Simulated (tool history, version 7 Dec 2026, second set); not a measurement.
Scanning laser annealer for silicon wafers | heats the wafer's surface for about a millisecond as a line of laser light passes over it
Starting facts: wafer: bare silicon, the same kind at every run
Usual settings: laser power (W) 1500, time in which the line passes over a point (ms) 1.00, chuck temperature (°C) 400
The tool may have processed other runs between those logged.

| run | hour | laser power (W) | time in which the line passes over a point (ms) | chuck temperature (°C) | highest temperature of the surface (°C) |
|---|---|---|---|---|---|
| 1 | 0.0 | 1500 | 1.00 | 400 | 1150 |
| 2 | 9.1 | 1500 | 1.00 | 400 | 1146 |
| 3 | 17.4 | 1500 | 1.00 | 363 | 1112 |
| 4 | 28.7 | 1500 | 1.24 | 363 | 1211 |
| 5 | 38.0 | 1500 | 1.24 | 363 | 1210 |
| 6 | 51.7 | 1500 | 1.24 | 366 | 1214 |
| 7 | 68.3 | 1577 | 1.00 | 400 | 1196 |
| 8 | 77.6 | 1577 | 1.00 | 400 | 1193 |
| 9 | 95.7 | 1577 | 1.00 | 400 | 1188 |
| 10 | 105.9 | 1577 | 1.00 | 400 | 1195 |
| 11 | 122.2 | 1302 | 1.00 | 400 | 1026 |
| 12 | 130.1 | 1464 | 1.00 | 400 | 1122 |
| 13 | 140.5 | 1464 | 1.00 | 400 | 1128 |
| 14 | 153.1 | 1464 | 1.00 | 400 | 1126 |
| 15 | 165.2 | 1464 | 1.00 | 400 | 1123 |
| 16 | 180.3 | 1464 | 1.00 | 400 | 1127 |
| 17 | 192.4 | 1464 | 1.00 | 400 | 1123 |
| 18 | 210.4 | 1464 | 1.00 | 400 | 1125 |
| 19 | 228.5 | 1500 | 1.00 | 400 | 1148 |
| 20 | 236.1 | 1500 | 1.00 | 400 | 1145 |
| 21 | 248.3 | 1315 | 1.25 | 428 | 1150 |
|  | 251.2 | window over the wafer cleaned |
| 22 | 261.5 | 1560 | 1.00 | 400 | 1181 |
| 23 | 270.5 | 1560 | 1.07 | 400 | 1209 |
| 24 | 280.5 | 1560 | 0.75 | 362 | 1019 |
| 25 | 288.5 | 1524 | 0.93 | 362 | 1085 |

Run 26, settings as shown, results not yet in. Your forecast:
| 26 | 300.0 | 1605 | 1.00 | 389 | ? |

{"run 26": {"highest temperature of the surface (°C)": 1191}}
Minus the tool's unlogged condition, the same run would have read highest temperature of the surface (°C) 1207.

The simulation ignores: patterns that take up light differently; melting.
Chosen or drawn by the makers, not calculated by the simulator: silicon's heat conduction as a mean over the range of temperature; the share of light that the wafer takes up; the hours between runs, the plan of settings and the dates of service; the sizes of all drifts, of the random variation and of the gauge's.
